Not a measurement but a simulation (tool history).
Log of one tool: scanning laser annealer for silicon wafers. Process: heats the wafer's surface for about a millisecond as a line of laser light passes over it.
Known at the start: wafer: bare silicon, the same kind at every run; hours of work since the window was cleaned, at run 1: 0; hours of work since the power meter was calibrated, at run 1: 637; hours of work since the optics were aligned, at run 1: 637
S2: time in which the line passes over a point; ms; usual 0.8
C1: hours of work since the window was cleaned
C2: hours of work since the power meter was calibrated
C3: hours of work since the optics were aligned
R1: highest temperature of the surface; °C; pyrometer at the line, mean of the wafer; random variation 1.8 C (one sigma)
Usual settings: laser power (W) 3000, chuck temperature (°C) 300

{"run": 1, "hour": 0.0, "laser power (W)": 3000, "S2": 0.8, "chuck temperature (°C)": 300, "C1": 0, "C2": 637, "C3": 637, "R1": 1001}
{"run": 2, "hour": 18.4, "laser power (W)": 3000, "S2": 0.8, "chuck temperature (°C)": 300, "C1": 10, "C2": 646, "C3": 646, "R1": 1000}
{"run": 3, "hour": 47.4, "laser power (W)": 3000, "S2": 0.565, "chuck temperature (°C)": 300, "C1": 26, "C2": 662, "C3": 662, "R1": 881}
{"run": 4, "hour": 62.8, "laser power (W)": 3000, "S2": 0.8, "chuck temperature (°C)": 267, "C1": 34, "C2": 670, "C3": 670, "R1": 963}
{"run": 5, "hour": 88.0, "laser power (W)": 3000, "S2": 0.8, "chuck temperature (°C)": 267, "C1": 47, "C2": 684, "C3": 684, "R1": 966}
{"run": 6, "hour": 112.9, "laser power (W)": 3000, "S2": 0.75, "chuck temperature (°C)": 300, "C1": 61, "C2": 697, "C3": 697, "R1": 972}
{"run": 7, "hour": 125.8, "laser power (W)": 3000, "S2": 0.75, "chuck temperature (°C)": 280, "C1": 68, "C2": 704, "C3": 704, "R1": 952}
{"run": 8, "hour": 143.9, "laser power (W)": 3000, "S2": 0.75, "chuck temperature (°C)": 280, "C1": 77, "C2": 714, "C3": 714, "R1": 951}
{"run": 9, "hour": 169.2, "laser power (W)": 3000, "S2": 0.8, "chuck temperature (°C)": 300, "C1": 91, "C2": 728, "C3": 728, "R1": 996}
{"run": 10, "hour": 198.5, "laser power (W)": 3000, "S2": 0.8, "chuck temperature (°C)": 300, "C1": 107, "C2": 743, "C3": 743, "R1": 993}
{"run": 11, "hour": 228.5, "laser power (W)": 3000, "S2": 0.8, "chuck temperature (°C)": 300, "C1": 123, "C2": 760, "C3": 760, "R1": 994}
{"run": 12, "hour": 252.7, "laser power (W)": 3000, "S2": 0.8, "chuck temperature (°C)": 300, "C1": 136, "C2": 773, "C3": 773, "R1": 991}
{"run": 13, "hour": 283.5, "laser power (W)": 3000, "S2": 0.8, "chuck temperature (°C)": 300, "C1": 153, "C2": 789, "C3": 789, "R1": 989}
{"run": 14, "hour": 299.9, "laser power (W)": 3000, "S2": 0.8, "chuck temperature (°C)": 300, "C1": 161, "C2": 798, "C3": 798, "R1": 988}
{"run": 15, "hour": 326.8, "laser power (W)": 3000, "S2": 0.8, "chuck temperature (°C)": 300, "C1": 176, "C2": 812, "C3": 812, "R1": 989}
{"run": 16, "hour": 345.7, "laser power (W)": 3000, "S2": 0.8, "chuck temperature (°C)": 300, "C1": 186, "C2": 823, "C3": 823, "R1": 987}
{"run": 17, "hour": 375.9, "laser power (W)": 3000, "S2": 0.893, "chuck temperature (°C)": 300, "C1": 202, "C2": 839, "C3": 839, "R1": 1027}
{"run": 18, "hour": 400.5, "laser power (W)": 3000, "S2": 0.893, "chuck temperature (°C)": 300, "C1": 216, "C2": 852, "C3": 852, "R1": 1029}
{"run": 19, "hour": 419.8, "laser power (W)": 3000, "S2": 0.8, "chuck temperature (°C)": 306, "C1": 226, "C2": 863, "C3": 863, "R1": 990}
{"run": 20, "hour": 449.6, "laser power (W)": 3000, "S2": 0.606, "chuck temperature (°C)": 300, "C1": 242, "C2": 879, "C3": 879, "R1": 886}
{"run": 21, "hour": 475.5, "laser power (W)": 3000, "S2": 0.606, "chuck temperature (°C)": 300, "C1": 256, "C2": 893, "C3": 893, "R1": 885}
{"run": 22, "hour": 498.2, "laser power (W)": 2891, "S2": 0.8, "chuck temperature (°C)": 266, "C1": 268, "C2": 905, "C3": 905, "R1": 918}
{"run": 23, "hour": 512.5, "laser power (W)": 2891, "S2": 0.8, "chuck temperature (°C)": 266, "C1": 276, "C2": 912, "C3": 912, "R1": 919}
{"run": 24, "hour": 533.2, "laser power (W)": 3259, "S2": 0.956, "chuck temperature (°C)": 278, "C1": 287, "C2": 924, "C3": 924, "R1": 1088}
{"run": 25, "hour": 553.9, "laser power (W)": 2606, "S2": 0.956, "chuck temperature (°C)": 297, "C1": 298, "C2": 935, "C3": 935, "R1": 947}
{"run": 26, "hour": 574.9, "laser power (W)": 2606, "S2": 0.943, "chuck temperature (°C)": 329, "C1": 310, "C2": 946, "C3": 946, "R1": 973}
{"run": 27, "hour": 602.5, "laser power (W)": 3000, "S2": 0.841, "chuck temperature (°C)": 324, "C1": 324, "C2": 961, "C3": 961, "R1": 1016}
{"hour": 611.4, "done": "window over the wafer cleaned"}
{"run": 28, "hour": 628.4, "laser power (W)": 3000, "S2": 0.65, "chuck temperature (°C)": 300, "C1": 9, "C2": 974, "C3": 974, "R1": 921}
{"run": 29, "hour": 653.5, "laser power (W)": 2783, "S2": 0.65, "chuck temperature (°C)": 300, "C1": 23, "C2": 987, "C3": 987, "R1": 880}
{"run": 30, "hour": 684.0, "laser power (W)": 2800, "S2": 0.617, "chuck temperature (°C)": 286, "C1": 39, "C2": 1004, "C3": 1004, "R1": 852}
{"run": 31, "hour": 697.5, "laser power (W)": 2800, "S2": 0.617, "chuck temperature (°C)": 286, "C1": 46, "C2": 1011, "C3": 1011, "R1": 850}
{"run": 32, "hour": 721.8, "laser power (W)": 3152, "S2": 0.968, "chuck temperature (°C)": 277, "C1": 59, "C2": 1024, "C3": 1024, "R1": 1089}
{"run": 33, "hour": 736.3, "laser power (W)": 2971, "S2": 0.8, "chuck temperature (°C)": 287, "C1": 67, "C2": 1032, "C3": 1032, "R1": 978}
{"run": 34, "hour": 767.2, "laser power (W)": 2971, "S2": 0.8, "chuck temperature (°C)": 287, "C1": 84, "C2": 1049, "C3": 1049, "R1": 973}
{"run": 35, "hour": 784.2, "laser power (W)": 2971, "S2": 0.836, "chuck temperature (°C)": 287, "C1": 93, "C2": 1058, "C3": 1058, "R1": 987}
{"run": 36, "hour": 808.5, "laser power (W)": 2971, "S2": 0.836, "chuck temperature (°C)": 287, "C1": 106, "C2": 1071, "C3": 1071, "R1": 983}
{"run": 37, "hour": 826.0, "laser power (W)": 3073, "S2": 0.642, "chuck temperature (°C)": 337, "C1": 116, "C2": 1080, "C3": 1080, "R1": 960}
{"run": 38, "hour": 847.7, "laser power (W)": 3159, "S2": 0.96, "chuck temperature (°C)": 309, "C1": 127, "C2": 1092, "C3": 1092, "R1": 1105}
{"run": 39, "hour": 862.8, "laser power (W)": 2757, "S2": 0.695, "chuck temperature (°C)": 324, "C1": 135, "C2": 1100, "C3": 1100, "R1": 906}
{"run": 40, "hour": 886.9, "laser power (W)": 2757, "S2": 0.695, "chuck temperature (°C)": 324, "C1": 148, "C2": 1113, "C3": 1113, "R1": 910}
{"run": 41, "hour": 906.3, "laser power (W)": 2757, "S2": 0.695, "chuck temperature (°C)": 324, "C1": 159, "C2": 1123, "C3": 1123, "R1": 905}

Forecast each of these 3 alternatives for the next run:
{"run": "A", "hour": 935.5, "laser power (W)": 3000, "S2": 0.8, "chuck temperature (°C)": 268, "C1": 175, "C2": 1139, "C3": 1139, "R1": "?"}
{"run": "B", "hour": 935.5, "laser power (W)": 2895, "S2": 0.608, "chuck temperature (°C)": 337, "C1": 175, "C2": 1139, "C3": 1139, "R1": "?"}
{"run": "C", "hour": 935.5, "laser power (W)": 3004, "S2": 0.615, "chuck temperature (°C)": 311, "C1": 175, "C2": 1139, "C3": 1139, "R1": "?"}

run=A R1=956
run=B R1=905
run=C R1=904
Without the tool's hidden state the same runs would have given:
run=A R1=979
run=B R1=924
run=C R1=923

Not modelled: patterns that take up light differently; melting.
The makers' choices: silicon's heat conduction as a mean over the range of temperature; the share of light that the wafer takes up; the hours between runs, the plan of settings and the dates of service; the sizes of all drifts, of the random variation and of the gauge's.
